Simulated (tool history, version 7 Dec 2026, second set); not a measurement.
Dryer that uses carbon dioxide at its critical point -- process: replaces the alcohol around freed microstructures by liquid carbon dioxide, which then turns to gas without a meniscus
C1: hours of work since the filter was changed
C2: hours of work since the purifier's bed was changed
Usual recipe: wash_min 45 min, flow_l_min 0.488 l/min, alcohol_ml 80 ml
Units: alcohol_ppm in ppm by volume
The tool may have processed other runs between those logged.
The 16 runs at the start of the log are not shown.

{"run": 17, "hour": 171.9, "wash_min": 45, "flow_l_min": 0.488, "alcohol_ml": 80, "C1": 271, "C2": 264, "alcohol_ppm": 557}
{"run": 18, "hour": 183.9, "wash_min": 31, "flow_l_min": 0.488, "alcohol_ml": 80, "C1": 275, "C2": 267, "alcohol_ppm": 1614}
{"run": 19, "hour": 191.4, "wash_min": 45, "flow_l_min": 0.488, "alcohol_ml": 80, "C1": 277, "C2": 270, "alcohol_ppm": 565}
{"run": 20, "hour": 207.0, "wash_min": 45, "flow_l_min": 0.488, "alcohol_ml": 80, "C1": 282, "C2": 275, "alcohol_ppm": 597}
{"run": 21, "hour": 219.5, "wash_min": 36, "flow_l_min": 0.488, "alcohol_ml": 80, "C1": 286, "C2": 279, "alcohol_ppm": 1105}
{"run": 22, "hour": 228.4, "wash_min": 36, "flow_l_min": 0.488, "alcohol_ml": 80, "C1": 289, "C2": 282, "alcohol_ppm": 1122}
{"run": 23, "hour": 245.5, "wash_min": 36, "flow_l_min": 0.488, "alcohol_ml": 80, "C1": 294, "C2": 287, "alcohol_ppm": 1131}
{"run": 24, "hour": 253.8, "wash_min": 36, "flow_l_min": 0.488, "alcohol_ml": 23, "C1": 297, "C2": 290, "alcohol_ppm": 412}
{"run": 25, "hour": 271.0, "wash_min": 36, "flow_l_min": 0.488, "alcohol_ml": 23, "C1": 302, "C2": 295, "alcohol_ppm": 414}
{"run": 26, "hour": 282.5, "wash_min": 36, "flow_l_min": 0.488, "alcohol_ml": 23, "C1": 306, "C2": 299, "alcohol_ppm": 406}
{"run": 27, "hour": 299.0, "wash_min": 36, "flow_l_min": 0.488, "alcohol_ml": 23, "C1": 311, "C2": 304, "alcohol_ppm": 429}
{"run": 28, "hour": 310.7, "wash_min": 45, "flow_l_min": 0.69, "alcohol_ml": 80, "C1": 315, "C2": 308, "alcohol_ppm": 226}
{"run": 29, "hour": 319.5, "wash_min": 32, "flow_l_min": 0.326, "alcohol_ml": 45, "C1": 318, "C2": 311, "alcohol_ppm": 2221}
{"run": 30, "hour": 331.1, "wash_min": 70, "flow_l_min": 0.326, "alcohol_ml": 45, "C1": 322, "C2": 314, "alcohol_ppm": 418}
{"run": 31, "hour": 347.4, "wash_min": 44, "flow_l_min": 0.326, "alcohol_ml": 45, "C1": 327, "C2": 319, "alcohol_ppm": 1209}
{"hour": 350.0, "done": "inlet filter changed"}
{"run": 32, "hour": 364.1, "wash_min": 44, "flow_l_min": 0.326, "alcohol_ml": 45, "C1": 5, "C2": 324, "alcohol_ppm": 876}
{"run": 33, "hour": 377.6, "wash_min": 50, "flow_l_min": 0.775, "alcohol_ml": 51, "C1": 9, "C2": 329, "alcohol_ppm": 144}
{"run": 34, "hour": 388.0, "wash_min": 45, "flow_l_min": 0.336, "alcohol_ml": 35, "C1": 12, "C2": 332, "alcohol_ppm": 613}
{"run": 35, "hour": 397.1, "wash_min": 43, "flow_l_min": 0.777, "alcohol_ml": 80, "C1": 15, "C2": 335, "alcohol_ppm": 151}
{"run": 36, "hour": 411.6, "wash_min": 42, "flow_l_min": 0.811, "alcohol_ml": 80, "C1": 20, "C2": 340, "alcohol_ppm": 161}
{"run": 37, "hour": 422.1, "wash_min": 45, "flow_l_min": 0.393, "alcohol_ml": 80, "C1": 23, "C2": 343, "alcohol_ppm": 812}
{"run": 38, "hour": 430.3, "wash_min": 35, "flow_l_min": 0.621, "alcohol_ml": 38, "C1": 26, "C2": 346, "alcohol_ppm": 270}
{"run": 39, "hour": 442.6, "wash_min": 42, "flow_l_min": 0.794, "alcohol_ml": 29, "C1": 30, "C2": 350, "alcohol_ppm": 150}
{"run": 40, "hour": 456.6, "wash_min": 29, "flow_l_min": 0.77, "alcohol_ml": 88, "C1": 34, "C2": 354, "alcohol_ppm": 392}
{"run": 41, "hour": 471.7, "wash_min": 29, "flow_l_min": 0.77, "alcohol_ml": 88, "C1": 39, "C2": 359, "alcohol_ppm": 379}

Forecast each of these 4 alternatives for the next run:
{"run": "A", "hour": 480.5, "wash_min": 45, "flow_l_min": 0.488, "alcohol_ml": 104, "C1": 42, "C2": 362, "alcohol_ppm": "?"}
{"run": "B", "hour": 480.5, "wash_min": 65, "flow_l_min": 0.406, "alcohol_ml": 48, "C1": 42, "C2": 362, "alcohol_ppm": "?"}
{"run": "C", "hour": 480.5, "wash_min": 30, "flow_l_min": 0.669, "alcohol_ml": 80, "C1": 42, "C2": 362, "alcohol_ppm": "?"}
{"run": "D", "hour": 480.5, "wash_min": 45, "flow_l_min": 0.315, "alcohol_ml": 33, "C1": 42, "C2": 362, "alcohol_ppm": "?"}

run=A alcohol_ppm=511
run=B alcohol_ppm=221
run=C alcohol_ppm=517
run=D alcohol_ppm=709
Without the tool's hidden state the same runs would have given:
run=A alcohol_ppm=338
run=B alcohol_ppm=69
run=C alcohol_ppm=343
run=D alcohol_ppm=536

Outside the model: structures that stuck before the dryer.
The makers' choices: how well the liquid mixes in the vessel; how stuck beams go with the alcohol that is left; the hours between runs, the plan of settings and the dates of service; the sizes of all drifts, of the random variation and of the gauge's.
